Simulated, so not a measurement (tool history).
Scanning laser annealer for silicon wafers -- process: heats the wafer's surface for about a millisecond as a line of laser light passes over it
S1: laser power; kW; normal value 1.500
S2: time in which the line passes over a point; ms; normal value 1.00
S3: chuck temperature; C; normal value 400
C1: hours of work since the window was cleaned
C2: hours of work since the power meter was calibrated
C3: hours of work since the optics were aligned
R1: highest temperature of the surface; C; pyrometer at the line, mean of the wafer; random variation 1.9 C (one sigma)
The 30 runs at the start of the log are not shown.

run	hour	S1	S2	S3	C1	C2	C3	R1
31	299.9	1.470	1.21	366	586	278	227	1154
32	313.2	1.507	1.00	400	595	287	235	1133
33	322.4	1.631	1.00	378	600	293	241	1185
34	336.0	1.631	1.00	378	609	301	249	1189
35	345.3	1.340	0.93	400	615	307	255	1012
36	353.6	1.331	1.08	425	620	312	261	1079
37	359.9	1.488	1.02	370	624	316	265	1101
38	369.8	1.488	1.02	370	630	322	271	1099
39	377.9	1.488	1.02	370	635	327	276	1098
40	389.9	1.488	1.02	370	643	335	283	1097

4 options for the next run, each taken on its own from the tool as it stands now. Forecast them:
A	397.2	1.500	0.80	400	647	339	288	?
B	397.2	1.631	0.81	387	647	339	288	?
C	397.2	1.314	1.00	400	647	339	288	?
D	397.2	1.482	0.83	370	647	339	288	?

run	R1
A	1050
B	1110
C	1018
D	1026
Take away the tool's hidden state, keep each run's random variation, and the runs would have read:
run	R1
A	1072
B	1135
C	1039
D	1049

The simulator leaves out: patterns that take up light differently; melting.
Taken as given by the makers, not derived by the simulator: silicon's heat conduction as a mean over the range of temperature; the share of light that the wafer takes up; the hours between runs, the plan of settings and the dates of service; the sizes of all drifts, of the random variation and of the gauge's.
